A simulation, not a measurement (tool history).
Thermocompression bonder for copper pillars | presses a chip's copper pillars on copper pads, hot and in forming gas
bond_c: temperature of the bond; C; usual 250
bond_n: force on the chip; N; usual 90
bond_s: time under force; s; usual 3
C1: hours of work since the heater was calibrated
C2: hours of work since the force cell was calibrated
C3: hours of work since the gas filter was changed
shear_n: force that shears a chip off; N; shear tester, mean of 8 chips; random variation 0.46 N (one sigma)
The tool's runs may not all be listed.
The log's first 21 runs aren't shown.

Run 22, day 12.308: usual settings but bond_c 257 C, bond_n 68 N; C1 391; C2 198; C3 124. Result: shear_n 52.9 N.
Run 23, day 13.171: usual settings but bond_c 257 C, bond_n 127 N; C1 400; C2 207; C3 133. Result: shear_n 72.5 N.
At day 13.692: forming gas filter changed.
Run 24, day 13.712: usual settings but bond_c 234 C, bond_n 57 N; C1 405; C2 212; C3 0. Result: shear_n 38.7 N.
Run 25, day 14.500: usual settings but bond_c 234 C, bond_n 57 N; C1 413; C2 220; C3 8. Result: shear_n 38.0 N.
Run 26, day 15.192: usual settings but bond_n 133 N; C1 420; C2 227; C3 15. Result: shear_n 72.1 N.
Run 27, day 15.804: usual settings but bond_c 220 C, bond_n 63 N, bond_s 6 s; C1 426; C2 233; C3 21. Result: shear_n 46.0 N.
Run 28, day 16.642: usual settings but bond_c 243 C, bond_s 4 s; C1 435; C2 242; C3 30. Result: shear_n 61.4 N.
Run 29, day 17.479: usual settings but bond_c 243 C, bond_s 4 s; C1 443; C2 250; C3 38. Result: shear_n 61.3 N.
Run 30, day 17.967: usual settings but bond_c 268 C, bond_n 60 N, bond_s 2 s; C1 448; C2 255; C3 43. Result: shear_n 46.6 N.
Run 31, day 18.321: usual settings but bond_c 268 C, bond_n 76 N, bond_s 2 s; C1 452; C2 259; C3 47. Result: shear_n 54.9 N.
Run 32, day 18.921: usual settings but bond_c 225 C, bond_n 131 N; C1 458; C2 265; C3 53. Result: shear_n 62.1 N.
Run 33, day 19.538: usual settings but bond_n 121 N; C1 464; C2 271; C3 59. Result: shear_n 68.9 N.
Run 34, day 20.229: usual settings but bond_c 263 C, bond_n 77 N; C1 471; C2 278; C3 66. Result: shear_n 59.4 N.
Run 35, day 20.912: usual settings but bond_c 237 C, bond_n 89 N, bond_s 2 s; C1 478; C2 285; C3 73. Result: shear_n 47.9 N.
Run 36, day 21.575: usual settings but bond_c 266 C, bond_n 73 N; C1 485; C2 292; C3 80. Result: shear_n 59.5 N.
Run 37, day 22.433: usual settings but bond_c 266 C, bond_n 73 N; C1 493; C2 300; C3 88. Result: shear_n 59.8 N.
Run 38, day 23.008: usual settings but bond_c 266 C, bond_n 73 N; C1 499; C2 306; C3 94. Result: shear_n 59.4 N.
Run 39, day 23.604: usual settings but bond_c 264 C, bond_n 89 N, bond_s 2 s; C1 505; C2 312; C3 100. Result: shear_n 60.0 N.

4 ways to go on from here, each from the tool as it stands after run 39. What would each give?
Run A, day 24.238: usual settings but bond_c 262 C, bond_n 105 N; C1 512; C2 319; C3 107. Result: shear_n ?.
Run B, day 24.238: usual settings but bond_c 237 C, bond_s 6 s; C1 512; C2 319; C3 107. Result: shear_n ?.
Run C, day 24.238: usual settings but bond_c 264 C, bond_n 89 N, bond_s 4 s; C1 512; C2 319; C3 107. Result: shear_n ?.
Run D, day 24.238: usual settings but bond_n 61 N; C1 512; C2 319; C3 107. Result: shear_n ?.

run  shear_n
  A     68.9
  B     65.3
  C     68.9
  D     46.4
Without the tool's hidden state the same runs would have given:
run  shear_n
  A     69.2
  B     65.6
  C     69.2
  D     46.6
